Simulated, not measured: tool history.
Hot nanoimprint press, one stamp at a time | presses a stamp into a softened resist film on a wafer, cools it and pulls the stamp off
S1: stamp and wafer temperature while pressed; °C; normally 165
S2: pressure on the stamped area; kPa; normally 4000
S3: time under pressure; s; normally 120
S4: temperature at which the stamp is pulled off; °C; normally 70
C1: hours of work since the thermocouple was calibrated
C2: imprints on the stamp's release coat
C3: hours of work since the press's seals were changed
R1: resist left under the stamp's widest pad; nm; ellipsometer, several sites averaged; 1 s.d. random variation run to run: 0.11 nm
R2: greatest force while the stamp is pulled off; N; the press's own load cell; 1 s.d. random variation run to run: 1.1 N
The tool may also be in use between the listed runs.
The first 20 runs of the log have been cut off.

| run | hour | S1 | S2 | S3 | S4 | C1 | C2 | C3 | R1 | R2 |
|---|---|---|---|---|---|---|---|---|---|---|
| 21 | 450.7 | 165 | 2610 | 120 | 77 | 305 | 112 | 405 | 120.8 | 180 |
| 22 | 471.6 | 165 | 2610 | 120 | 77 | 321 | 234 | 421 | 120.9 | 185 |
| 23 | 488.3 | 165 | 2610 | 120 | 60 | 334 | 331 | 434 | 121.1 | 215 |
|  | 496.7 | plate thermocouple calibrated |
| 24 | 503.9 | 165 | 2610 | 120 | 60 | 6 | 405 | 444 | 118.8 | 220 |
| 25 | 531.7 | 165 | 2610 | 82 | 60 | 27 | 567 | 466 | 132.4 | 225 |
| 26 | 546.8 | 165 | 2610 | 82 | 60 | 39 | 655 | 478 | 132.5 | 228 |
|  | 565.0 | stamp cleaned and given a new release coat |
| 27 | 566.6 | 157 | 3670 | 120 | 63 | 50 | 10 | 489 | 136.4 | 196 |
| 28 | 590.9 | 165 | 3670 | 120 | 71 | 69 | 151 | 508 | 104.1 | 190 |
| 29 | 616.1 | 165 | 3670 | 120 | 71 | 89 | 298 | 527 | 104.2 | 196 |
| 30 | 640.9 | 165 | 3670 | 120 | 71 | 108 | 443 | 547 | 104.3 | 203 |

Branching from run 30: 3 alternative next runs. What would each branch give?
| A | 655.1 | 165 | 6110 | 136 | 58 | 119 | 526 | 558 | ? | ? |
| B | 655.1 | 165 | 6270 | 166 | 78 | 119 | 526 | 558 | ? | ? |
| C | 655.1 | 161 | 4000 | 106 | 71 | 119 | 526 | 558 | ? | ? |

| run | R1 | R2 |
|---|---|---|
| A | 79.3 | 229 |
| B | 72.5 | 193 |
| C | 120.9 | 204 |
Had the tool no hidden state, the same runs would have come out as:
| run | R1 | R2 |
|---|---|---|
| A | 77.4 | 207 |
| B | 70.6 | 174 |
| C | 119.3 | 185 |
